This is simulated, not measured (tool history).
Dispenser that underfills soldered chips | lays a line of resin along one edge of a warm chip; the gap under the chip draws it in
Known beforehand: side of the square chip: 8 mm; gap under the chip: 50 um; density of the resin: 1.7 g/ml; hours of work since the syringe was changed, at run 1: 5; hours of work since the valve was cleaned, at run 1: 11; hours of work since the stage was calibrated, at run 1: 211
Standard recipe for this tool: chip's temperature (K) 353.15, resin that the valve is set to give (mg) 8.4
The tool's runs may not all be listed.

run	hour	chip's temperature (K)	resin that the valve is set to give (mg)	hours of work since the syringe was changed	hours of work since the valve was cleaned	hours of work since the stage was calibrated	time until the resin shows at the far edge (s)	resin that the valve gave (mg)
1	0	353.15	8.4	5	11	211	96.5	8.29
# hour 1.4: new syringe of resin
2	4.3	353.15	8.4	2	14	214	82.3	8.26
# hour 9.5: new syringe of resin
3	12	353.15	8.4	2	19	219	80.7	8.3
# hour 17.4: new syringe of resin
4	18.2	353.15	8.4	1	23	223	74.9	8.23
5	22.4	353.15	10.44	4	26	226	89	10.19
# hour 25.4: new syringe of resin
6	29.6	353.15	10.44	3	31	231	87	10.19
# hour 33.4: new syringe of resin
7	34.9	353.15	10.44	1	35	235	75.8	10.18
# hour 41.2: new syringe of resin
8	44.1	353.15	10.44	2	41	241	82.8	10.12
# hour 49: new syringe of resin
9	51.2	353.15	10.44	2	46	246	79.9	10.1
# hour 56.6: new syringe of resin
10	56.6	353.15	10.44	0	50	250	68.2	10.08
# hour 64.2: new syringe of resin
11	65.8	353.15	10.44	1	56	256	75.5	10
# hour 68.8: dispensing valve cleaned and set on the balance
# hour 72.8: new syringe of resin
12	74	364.15	8.4	1	3	261	46	8.38
13	78.7	364.15	8.4	4	7	264	59.3	8.38
# hour 80.5: new syringe of resin
14	84.2	353.15	8.4	3	11	268	86.2	8.37
# hour 88: new syringe of resin
15	91.5	353.15	9.09	2	16	273	86.2	9
# hour 95.8: new syringe of resin
16	100.5	348.15	9.09	3	22	279	111	8.97
# hour 103.6: new syringe of resin
17	109.4	353.15	9.77	4	28	286	92.6	9.6
# hour 111.7: new syringe of resin
18	116.2	353.15	8.4	3	33	290	91.3	8.24
# hour 119.8: new syringe of resin
19	121.2	366.15	8.98	1	36	294	44.1	8.74
20	125.8	367.15	7.98	4	39	297	52.8	7.77
# hour 127.6: new syringe of resin
21	133.5	356.15	10.77	4	45	302	82.6	10.43
# hour 135.4: new syringe of resin
22	140.9	344.15	9.14	4	50	307	145.1	8.83
# hour 142.9: new syringe of resin
23	147.9	344.15	9.14	4	55	312	141.6	8.83
# hour 151: new syringe of resin
# hour 152.9: dispensing valve cleaned and set on the balance
24	157.4	344.15	9.14	4	3	318	142.7	9.07
# hour 160: new syringe of resin
25	165.6	344.15	9.14	4	9	324	143	9.08
# hour 167.8: new syringe of resin
26	172.4	341.15	9.73	3	14	329	164.2	9.63
# hour 175.8: new syringe of resin
27	182.2	355.15	10.13	5	20	335	89.2	10.02
# hour 183.4: new syringe of resin
# hour 191: new syringe of resin
28	191	355.15	10.13	0	26	341	64.6	9.92
29	195.7	367.15	9.76	3	30	345	47.6	9.52
# hour 198.8: new syringe of resin
30	200.6	367.15	9.76	1	33	348	42.4	9.51
# hour 206.6: new syringe of resin
31	207.2	360.15	7.36	0	38	353	57.4	7.19
32	213.4	339.15	8.2	5	42	357	206.2	7.91
# hour 214.1: new syringe of resin
# hour 221.8: new syringe of resin
33	221.8	345.15	10.84	0	48	363	104.2	10.46
# hour 229.8: new syringe of resin
34	230.3	345.15	10.1	0	54	369	110.5	9.74
# hour 236.5: dispensing valve cleaned and set on the balance
# hour 238.5: new syringe of resin
35	239.2	345.15	10.1	0	2	374	113.3	10.14

Below are 3 alternative next runs, each starting from the tool's condition after run 35. Predict each:
# hour 246.3: new syringe of resin
A	247.4	368.15	7.25	1	7	380	?	?
# hour 246.3: new syringe of resin
B	247.4	341.15	8.2	1	7	380	?	?
# hour 246.3: new syringe of resin
C	247.4	345.15	7.85	1	7	380	?	?

run	time until the resin shows at the far edge (s)	resin that the valve gave (mg)
A	41.2	7.21
B	144.6	8.19
C	117	7.79
Had the tool no hidden state, the same runs would have come out as:
run	time until the resin shows at the far edge (s)	resin that the valve gave (mg)
A	35.7	7.25
B	123.8	8.23
C	100.4	7.84
